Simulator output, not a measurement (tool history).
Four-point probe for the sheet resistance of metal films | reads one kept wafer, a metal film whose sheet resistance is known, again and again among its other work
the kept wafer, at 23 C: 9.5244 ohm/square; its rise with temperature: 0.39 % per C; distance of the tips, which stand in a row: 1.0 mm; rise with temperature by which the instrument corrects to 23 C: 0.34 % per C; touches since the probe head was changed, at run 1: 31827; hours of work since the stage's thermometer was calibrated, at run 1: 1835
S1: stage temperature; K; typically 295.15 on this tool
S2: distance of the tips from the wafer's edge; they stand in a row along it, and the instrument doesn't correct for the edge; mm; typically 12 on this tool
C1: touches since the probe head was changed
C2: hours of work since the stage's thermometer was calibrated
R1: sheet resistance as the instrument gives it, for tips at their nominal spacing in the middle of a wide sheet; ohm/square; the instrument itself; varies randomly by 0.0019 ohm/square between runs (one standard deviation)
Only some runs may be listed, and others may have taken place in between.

run    hour      S1  S2     C1    C2        R1
  1     0.0  295.15  12  31827  1835  9.495230
  2    69.2  295.15  12  33427  1871  9.495871
  3   116.7  301.15  12  34527  1895  9.518375
  4   202.4  301.15  12  36510  1939  9.520039
  5   261.6  301.15  12  37880  1970  9.518703
  6   299.5  301.15  12  38757  1989  9.520089
  7   373.4  301.15  12  40468  2027  9.516401
  8   462.8  301.15  12  42536  2073  9.516274
  9   506.6  301.15  12  43551  2096  9.513283
 10   588.5  301.15  12  45445  2138  9.511667
 11   665.1  295.15  15  47217  2178  9.469715
 12   739.8  295.15  15  48947  2216  9.467372
 13   809.7  295.15  15  50565  2252  9.471094
 14   885.7  295.15  12  52323  2291  9.477147
 15   929.2  295.15  12  53328  2314  9.474936
 16   978.4  291.15  12  54469  2339  9.456517
 17  1017.4  291.15  12  55370  2359  9.452844
 18  1100.3  295.15   4  57290  2402  9.740678
 19  1144.4  295.15   4  58310  2424  9.743880
 20  1220.4  295.15   4  60067  2463  9.738769
 21  1277.3  295.15  19  61386  2493  9.448115
 22  1316.9  295.15  19  62301  2513  9.449421
 23  1372.9  295.15   9  63596  2542  9.492415
 24  1430.1  295.15  34  64922  2571  9.432942
 25  1495.1  296.15  25  66426  2605  9.440472
 26  1538.1  303.15   5  67420  2627  9.662273
 27  1592.8  292.15  34  68687  2655  9.414024
 28  1674.4  305.15  45  70574  2697  9.473882
     1716.5  -- stage's thermometer calibrated
 29  1717.7  305.15  45  71564     1  9.506630
 30  1774.1  297.15   8  72870    30  9.547087
 31  1861.1  300.15  10  74884    74  9.528973
 32  1951.6  300.15  37  76978   121  9.483910
 33  2023.1  300.15  37  78632   158  9.480744
 34  2098.2  294.15   7  80371   196  9.552449
 35  2183.7  295.15  23  82348   240  9.459617
 36  2269.6  297.15  35  84337   285  9.460640
 37  2335.3  300.15  50  85857   318  9.471881
 38  2384.4  293.15  10  86992   344  9.485590
 39  2465.5  303.15   4  88869   385  9.792099
 40  2530.1  303.15   4  90365   419  9.786540
 41  2580.7  303.15   4  91535   445  9.786014
 42  2652.6  293.15  41  93201   482  9.433980
 43  2696.9  293.15  34  94225   505  9.430004
 44  2777.8  299.15  12  96096   546  9.490328

4 ways to go on from here, each from the tool as it stands after run 44. What would each give?
  A  2862.9  294.15   8  98066  590   ?
  B  2862.9  293.15   8  98066  590   ?
  C  2862.9  300.15  12  98066  590   ?
  D  2862.9  304.15   3  98066  590   ?

run         R1
  A   9.510450
  B   9.501989
  C   9.492642
  D  10.007115
With the hidden condition removed and each run's random variation left untouched, the same runs would have given:
run         R1
  A   9.595878
  B   9.587371
  C   9.577761
  D  10.096374

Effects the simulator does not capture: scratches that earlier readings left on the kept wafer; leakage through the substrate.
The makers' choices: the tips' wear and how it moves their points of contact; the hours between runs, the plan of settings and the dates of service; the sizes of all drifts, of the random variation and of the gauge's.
